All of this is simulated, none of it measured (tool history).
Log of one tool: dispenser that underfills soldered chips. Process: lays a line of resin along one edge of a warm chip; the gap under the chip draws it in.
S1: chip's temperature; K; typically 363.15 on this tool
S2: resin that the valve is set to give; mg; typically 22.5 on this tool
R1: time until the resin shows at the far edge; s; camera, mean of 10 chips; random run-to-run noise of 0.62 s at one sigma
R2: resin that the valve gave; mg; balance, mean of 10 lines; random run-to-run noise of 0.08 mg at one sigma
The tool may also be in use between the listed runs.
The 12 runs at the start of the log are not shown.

-- day=4.488 new syringe of resin
run 13 day=4.817 | S1=362.15 S2=26.2 | R1=96.4 R2=25.93
-- day=5.121 new syringe of resin
run 14 day=5.129 | S1=362.15 S2=26.2 | R1=60.6 R2=25.87
run 15 day=5.575 | S1=363.15 S2=27.7 | R1=110.4 R2=27.19
-- day=5.762 new syringe of resin
run 16 day=5.812 | S1=363.15 S2=27.7 | R1=61.2 R2=27.16
run 17 day=6.2 | S1=374.15 S2=22.5 | R1=70.3 R2=21.84
-- day=6.404 new syringe of resin
run 18 day=6.433 | S1=374.15 S2=19.1 | R1=40.1 R2=18.51
run 19 day=6.867 | S1=374.15 S2=19.1 | R1=74.9 R2=18.4
-- day=7.033 new syringe of resin
run 20 day=7.179 | S1=350.15 S2=22.1 | R1=130.1 R2=21.29
run 21 day=7.492 | S1=373.15 S2=20.8 | R1=78.3 R2=19.94
-- day=7.688 new syringe of resin
run 22 day=7.875 | S1=358.15 S2=19.2 | R1=104.1 R2=18.35
-- day=8.35 new syringe of resin
run 23 day=8.379 | S1=358.15 S2=19.2 | R1=81.8 R2=18.18
run 24 day=8.833 | S1=358.15 S2=19.2 | R1=154.5 R2=18.16
-- day=8.996 new syringe of resin
run 25 day=9.329 | S1=350.15 S2=25.6 | R1=173.9 R2=23.83
run 26 day=9.562 | S1=367.15 S2=24.1 | R1=115.7 R2=22.45
-- day=9.654 new syringe of resin
run 27 day=9.804 | S1=367.15 S2=24.1 | R1=61.4 R2=22.33
-- day=9.967 dispensing valve cleaned and set on the balance
run 28 day=10.117 | S1=367.15 S2=24.1 | R1=88.3 R2=23.96
-- day=10.342 new syringe of resin
run 29 day=10.567 | S1=369.15 S2=20.5 | R1=64.9 R2=20.16
run 30 day=10.808 | S1=369.15 S2=20.5 | R1=91.6 R2=20.31
-- day=10.971 new syringe of resin
run 31 day=11.075 | S1=355.15 S2=26.6 | R1=96.5 R2=26.42
run 32 day=11.483 | S1=369.15 S2=21.7 | R1=98.5 R2=21.27
-- day=11.617 new syringe of resin
run 33 day=11.85 | S1=363.15 S2=20.3 | R1=85 R2=19.71
-- day=12.288 new syringe of resin
run 34 day=12.333 | S1=376.15 S2=22.9 | R1=37.9 R2=22.47

Branching from run 34: 5 alternative next runs. What would each branch give?
run A day=12.612 | S1=353.15 S2=28.3 | R1=? R2=?
run B day=12.612 | S1=356.15 S2=22.9 | R1=? R2=?
run C day=12.612 | S1=362.15 S2=25 | R1=? R2=?
run D day=12.612 | S1=373.15 S2=22.1 | R1=? R2=?
run E day=12.612 | S1=358.15 S2=22.9 | R1=? R2=?

run=A R1=146.7 R2=27.5
run=B R1=131.6 R2=22.25
run=C R1=99.8 R2=24.17
run=D R1=65.7 R2=21.43
run=E R1=120.5 R2=22.15
Stripped of hidden state, with their random variation kept, the same runs would have yielded:
run=A R1=82 R2=28.42
run=B R1=73 R2=23
run=C R1=55.9 R2=24.98
run=D R1=36.8 R2=22.15
run=E R1=67.3 R2=22.89
